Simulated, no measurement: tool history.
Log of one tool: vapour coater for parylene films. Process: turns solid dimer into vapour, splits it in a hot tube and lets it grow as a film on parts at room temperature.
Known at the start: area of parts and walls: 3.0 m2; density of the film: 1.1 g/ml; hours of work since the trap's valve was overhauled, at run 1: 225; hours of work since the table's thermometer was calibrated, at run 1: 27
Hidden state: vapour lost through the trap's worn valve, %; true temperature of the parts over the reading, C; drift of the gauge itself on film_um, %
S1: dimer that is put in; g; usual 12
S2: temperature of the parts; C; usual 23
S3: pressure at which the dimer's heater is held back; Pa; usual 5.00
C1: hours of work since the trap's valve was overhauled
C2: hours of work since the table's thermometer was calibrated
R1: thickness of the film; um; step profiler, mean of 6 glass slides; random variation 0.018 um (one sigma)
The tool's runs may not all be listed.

{"run": 1, "day": 0.0, "S1": 12, "S2": 23, "S3": 5.0, "C1": 225, "C2": 27, "R1": 1.99}
{"run": 2, "day": 2.338, "S1": 12, "S2": 23, "S3": 3.85, "C1": 265, "C2": 68, "R1": 2.07}
{"run": 3, "day": 5.162, "S1": 9, "S2": 23, "S3": 5.0, "C1": 314, "C2": 117, "R1": 1.46}
{"run": 4, "day": 6.525, "S1": 9, "S2": 23, "S3": 4.71, "C1": 338, "C2": 140, "R1": 1.47}
{"run": 5, "day": 8.008, "S1": 9, "S2": 23, "S3": 4.71, "C1": 363, "C2": 166, "R1": 1.43}
{"day": 10.912, "done": "trap's valve overhauled"}
{"run": 6, "day": 10.954, "S1": 9, "S2": 23, "S3": 4.71, "C1": 1, "C2": 214, "R1": 1.59}
{"run": 7, "day": 13.338, "S1": 12, "S2": 23, "S3": 8.17, "C1": 42, "C2": 255, "R1": 1.9}
{"run": 8, "day": 15.892, "S1": 12, "S2": 23, "S3": 8.17, "C1": 86, "C2": 299, "R1": 1.91}
{"run": 9, "day": 17.558, "S1": 12, "S2": 23, "S3": 8.17, "C1": 115, "C2": 328, "R1": 1.87}
{"run": 10, "day": 19.358, "S1": 12, "S2": 23, "S3": 8.17, "C1": 146, "C2": 359, "R1": 1.91}
{"day": 19.604, "done": "table's thermometer calibrated"}
{"run": 11, "day": 21.667, "S1": 12, "S2": 23, "S3": 8.17, "C1": 185, "C2": 36, "R1": 1.82}
{"run": 12, "day": 24.283, "S1": 12, "S2": 23, "S3": 8.17, "C1": 230, "C2": 81, "R1": 1.82}
{"run": 13, "day": 27.025, "S1": 12, "S2": 23, "S3": 8.17, "C1": 277, "C2": 128, "R1": 1.77}
{"run": 14, "day": 29.138, "S1": 12, "S2": 23, "S3": 8.17, "C1": 314, "C2": 164, "R1": 1.77}
{"run": 15, "day": 30.458, "S1": 12, "S2": 23, "S3": 8.17, "C1": 336, "C2": 187, "R1": 1.78}
{"run": 16, "day": 32.217, "S1": 12, "S2": 23, "S3": 8.17, "C1": 367, "C2": 218, "R1": 1.73}
{"day": 34.833, "done": "trap's valve overhauled"}
{"run": 17, "day": 34.85, "S1": 12, "S2": 18, "S3": 8.17, "C1": 0, "C2": 260, "R1": 2.06}

How the hidden state differs across the entries between the runs, from the last listed run before each to the first after it:
Between runs 5 and 6: trap's valve overhauled (day 10.912)
  vapour lost through the trap's worn valve, %: 10.6 -> 0.1; true temperature of the parts over the reading, C: 0.08 -> 0.1
  measured less the result without the state, R1: -0.18 -> -0.01 um
Between runs 10 and 11: table's thermometer calibrated (day 19.604)
  vapour lost through the trap's worn valve, %: 4.4 -> 5.5; true temperature of the parts over the reading, C: 0.17 -> 0.23
  measured less the result without the state, R1: -0.10 -> -0.12 um
Between runs 16 and 17: trap's valve overhauled (day 34.833)
  vapour lost through the trap's worn valve, %: 10.8 -> 0; true temperature of the parts over the reading, C: 0.32 -> 0.34
  measured less the result without the state, R1: -0.22 -> -0.02 um
